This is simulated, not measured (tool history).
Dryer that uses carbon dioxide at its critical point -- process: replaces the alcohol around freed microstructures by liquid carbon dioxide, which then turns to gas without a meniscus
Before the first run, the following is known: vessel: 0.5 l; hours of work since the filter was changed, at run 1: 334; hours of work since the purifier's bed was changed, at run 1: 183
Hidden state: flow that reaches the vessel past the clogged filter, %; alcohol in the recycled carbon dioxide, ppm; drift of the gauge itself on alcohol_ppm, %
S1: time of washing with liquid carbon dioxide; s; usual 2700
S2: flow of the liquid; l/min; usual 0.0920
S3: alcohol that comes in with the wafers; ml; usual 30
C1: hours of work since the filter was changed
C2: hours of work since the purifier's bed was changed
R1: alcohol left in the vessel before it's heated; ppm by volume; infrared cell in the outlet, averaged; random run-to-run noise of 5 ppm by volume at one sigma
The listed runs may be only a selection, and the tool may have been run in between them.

run,hour,S1,S2,S3,C1,C2,R1
1,0.0,2700,0.0920,30,334,183,75
2,7.8,2700,0.0920,30,338,187,74
3,14.2,2700,0.0920,30,342,191,81
4,21.2,2700,0.0692,30,346,195,275
5,31.2,2700,0.0692,30,352,201,284
6,43.6,2700,0.0692,30,359,208,295
7,49.7,2700,0.0692,30,362,211,291
8,60.9,2700,0.1112,30,369,217,46
9,67.1,2700,0.1112,30,372,221,46
10,73.7,2700,0.1112,30,376,225,47
11,82.2,2700,0.0856,30,381,230,118
12,91.7,2700,0.0856,30,386,235,119
13,98.2,2700,0.0856,30,390,239,114
14,108.1,2700,0.0856,30,395,244,120
15,114.2,2700,0.0920,30,399,248,89
16,119.7,2700,0.0920,30,402,251,86
17,130.6,2700,0.0920,30,408,257,77
18,139.9,2700,0.0920,37,413,262,107
19,151.4,2700,0.0920,37,420,269,104
20,159.6,2700,0.0920,30,425,274,99
21,171.3,2700,0.0920,30,431,280,98
22,178.5,2700,0.1361,30,435,284,45
23,188.0,2700,0.1361,30,441,290,56
24,198.9,2700,0.1361,30,447,296,47
25,206.7,2700,0.1457,67,451,300,49
26,218.7,2340,0.0647,87,458,307,2396
27,227.2,2340,0.0647,87,463,312,2354
28,233.2,1680,0.0920,30,466,315,828
29,243.0,2700,0.0920,22,472,321,93
# hour 248.8: inlet filter changed
30,256.2,4260,0.1316,62,4,328,65
31,265.9,4260,0.1316,62,10,333,58
32,272.5,2700,0.0647,30,13,337,250
33,281.4,2700,0.0647,30,18,342,256
34,287.9,4080,0.0920,107,22,346,66
35,296.2,4080,0.0920,112,27,351,69
36,308.5,4080,0.0920,112,34,358,65
37,317.8,3000,0.1194,30,39,363,61
38,327.1,2160,0.1194,30,45,368,73
39,338.8,2700,0.0571,91,51,375,1300
40,349.2,2700,0.0571,91,57,381,1291
41,357.9,2220,0.0571,74,62,386,2499
42,369.9,2760,0.1541,86,69,393,67
43,376.0,2760,0.1541,86,72,396,67
44,382.5,2580,0.0920,32,76,400,94
45,388.1,2520,0.0920,30,79,403,102
46,394.1,2100,0.1246,75,83,406,100
47,406.4,2100,0.1246,75,90,413,103

Entry by entry between the runs, the difference in hidden state between the last listed run before and the first listed run after:
After run 29, before run 30: inlet filter changed (hour 248.8)
  flow that reaches the vessel past the clogged filter, %: 85.3 -> 99.6; alcohol in the recycled carbon dioxide, ppm: 54.5 -> 55.5
  measured minus no-state result, R1: +76 -> +49 ppm by volume
